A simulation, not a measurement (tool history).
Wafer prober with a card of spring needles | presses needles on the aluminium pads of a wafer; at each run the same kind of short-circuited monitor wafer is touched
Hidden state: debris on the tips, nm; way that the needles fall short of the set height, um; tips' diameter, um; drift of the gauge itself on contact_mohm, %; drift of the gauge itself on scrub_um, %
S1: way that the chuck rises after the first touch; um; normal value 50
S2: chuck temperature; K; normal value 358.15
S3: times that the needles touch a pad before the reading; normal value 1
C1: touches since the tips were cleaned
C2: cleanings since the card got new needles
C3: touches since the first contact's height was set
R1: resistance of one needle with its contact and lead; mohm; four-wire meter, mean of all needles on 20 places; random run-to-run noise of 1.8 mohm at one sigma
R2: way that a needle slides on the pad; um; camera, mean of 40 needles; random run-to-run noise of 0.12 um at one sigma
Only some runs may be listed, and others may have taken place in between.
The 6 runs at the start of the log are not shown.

| run | hour | S1 | S2 | S3 | C1 | C2 | C3 | R1 | R2 |
|---|---|---|---|---|---|---|---|---|---|
| 7 | 73.5 | 50 | 358.15 | 1 | 4092 | 38 | 48476 | 276 | 11.42 |
|  | 78.6 | tips cleaned on abrasive film |
| 8 | 82.5 | 50 | 358.15 | 1 | 1444 | 39 | 51817 | 236 | 11.27 |
| 9 | 92.9 | 50 | 358.15 | 1 | 5309 | 39 | 55682 | 290 | 11.30 |
|  | 93.7 | tips cleaned on abrasive film |
| 10 | 105.9 | 50 | 358.15 | 1 | 4515 | 40 | 60462 | 278 | 11.13 |
|  | 110.0 | tips cleaned on abrasive film |
| 11 | 120.3 | 33 | 358.15 | 1 | 3867 | 41 | 65816 | 395 | 7.44 |
|  | 125.1 | tips cleaned on abrasive film |
| 12 | 129.5 | 60 | 358.15 | 1 | 1616 | 42 | 69181 | 223 | 13.53 |
|  | 141.1 | tips cleaned on abrasive film |
| 13 | 143.7 | 50 | 358.15 | 3 | 975 | 43 | 74444 | 200 | 11.41 |
| 14 | 154.5 | 50 | 358.15 | 3 | 4978 | 43 | 78447 | 225 | 11.20 |
|  | 156.9 | tips cleaned on abrasive film |
| 15 | 170.4 | 50 | 358.15 | 3 | 5028 | 44 | 84350 | 226 | 11.07 |
|  | 172.6 | tips cleaned on abrasive film |
| 16 | 182.9 | 50 | 358.15 | 3 | 3831 | 45 | 88953 | 217 | 10.94 |
|  | 187.8 | tips cleaned on abrasive film |
| 17 | 194.2 | 50 | 358.15 | 1 | 2395 | 46 | 93130 | 253 | 11.16 |
| 18 | 200.9 | 49 | 358.15 | 2 | 4882 | 46 | 95617 | 248 | 11.03 |
|  | 203.7 | tips cleaned on abrasive film |
| 19 | 213.7 | 60 | 313.15 | 2 | 3702 | 47 | 100330 | 217 | 13.39 |
|  | 219.4 | tips cleaned on abrasive film |
| 20 | 226.0 | 53 | 340.15 | 1 | 2446 | 48 | 104872 | 248 | 11.73 |
|  | 234.5 | tips cleaned on abrasive film |
| 21 | 239.6 | 47 | 395.15 | 3 | 1889 | 49 | 109893 | 215 | 10.29 |
|  | 250.3 | tips cleaned on abrasive film |
| 22 | 251.9 | 47 | 395.15 | 3 | 583 | 50 | 114446 | 209 | 10.35 |
| 23 | 261.3 | 57 | 358.15 | 1 | 4064 | 50 | 117927 | 265 | 12.71 |
|  | 265.8 | tips cleaned on abrasive film |
| 24 | 273.9 | 61 | 310.15 | 1 | 2998 | 51 | 122586 | 233 | 13.67 |
| 25 | 280.3 | 50 | 358.15 | 2 | 5398 | 51 | 124986 | 254 | 10.98 |
|  | 281.8 | tips cleaned on abrasive film |
| 26 | 295.9 | 31 | 370.15 | 1 | 5248 | 52 | 130745 | 472 | 6.67 |
|  | 297.0 | tips cleaned on abrasive film |
| 27 | 306.2 | 31 | 370.15 | 1 | 3397 | 53 | 134532 | 423 | 6.67 |
|  | 312.9 | tips cleaned on abrasive film |
| 28 | 313.8 | 35 | 368.15 | 1 | 322 | 54 | 137321 | 239 | 7.57 |
| 29 | 324.0 | 50 | 382.15 | 1 | 4143 | 54 | 141142 | 285 | 10.76 |
|  | 328.8 | tips cleaned on abrasive film |
| 30 | 335.6 | 52 | 305.15 | 2 | 2539 | 55 | 145417 | 221 | 11.34 |

What does the tool deliver on the next run?
|  | 344.1 | tips cleaned on abrasive film |
| 31 | 349.7 | 52 | 305.15 | 2 | 2106 | 56 | 150639 | ? | ? |

Logged for run 31: R1 218 mohm, R2 11.43 um.
Were there no unlogged condition in the tool, this run, its random variation unchanged, would have produced R1 174 mohm, R2 12.03 um.
